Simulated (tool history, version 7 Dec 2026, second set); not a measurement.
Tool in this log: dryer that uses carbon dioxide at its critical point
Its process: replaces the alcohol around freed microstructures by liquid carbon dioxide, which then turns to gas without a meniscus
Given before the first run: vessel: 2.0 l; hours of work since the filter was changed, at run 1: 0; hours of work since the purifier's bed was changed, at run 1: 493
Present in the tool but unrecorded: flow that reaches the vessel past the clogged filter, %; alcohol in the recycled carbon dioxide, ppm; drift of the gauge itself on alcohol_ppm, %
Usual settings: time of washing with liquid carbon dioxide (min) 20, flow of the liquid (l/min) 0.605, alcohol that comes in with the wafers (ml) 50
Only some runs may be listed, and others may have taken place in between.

run   hour  time of washing with liquid carbon dioxide (min)  flow of the liquid (l/min)  alcohol that comes in with the wafers (ml)  hours of work since the filter was changed  hours of work since the purifier's bed was changed  alcohol left in the vessel before it's heated (ppm by volume)
  1    0.0                                                20                       0.605                                          50                                           0                                                 493                                                            202
  2   10.4                                                20                       0.605                                          50                                           8                                                 501                                                            197
  3   18.9                                                20                       0.605                                          50                                          14                                                 507                                                            212
  4   27.7                                                20                       0.478                                          50                                          20                                                 513                                                            429
  5   42.0                                                20                       0.478                                          59                                          31                                                 524                                                            519
  6   51.8                                                20                       0.478                                          24                                          38                                                 531                                                            280
  7   65.7                                                20                       0.511                                          50                                          48                                                 541                                                            372
  8   75.9                                                20                       0.605                                          50                                          55                                                 548                                                            226
  9   85.1                                                30                       0.720                                          50                                          62                                                 555                                                            102
 10   94.3                                                13                       0.605                                          50                                          69                                                 562                                                            867
 11  105.3                                                13                       0.605                                          50                                          77                                                 570                                                            919
 12  117.9                                                14                       0.394                                          31                                          86                                                 579                                                           1455
 13  133.6                                                14                       0.394                                          31                                          97                                                 590                                                           1511
 14  143.5                                                17                       0.863                                         119                                         105                                                 597                                                            217
 15  151.3                                                24                       0.762                                          62                                         110                                                 603                                                            124

3 options for the next run, each taken on its own from the tool as it stands now. Forecast them:
  A  163.6                                                24                       0.820                                          97                                         119                                                 612                                                              ?
  B  163.6                                                15                       0.605                                          50                                         119                                                 612                                                              ?
  C  163.6                                                20                       0.762                                          88                                         119                                                 612                                                              ?

run  alcohol left in the vessel before it's heated (ppm by volume)
  A                                                            132
  B                                                            618
  C                                                            174
Take away the tool's hidden state, keep each run's random variation, and the runs would have read:
run  alcohol left in the vessel before it's heated (ppm by volume)
  A                                                             16
  B                                                            417
  C                                                             46
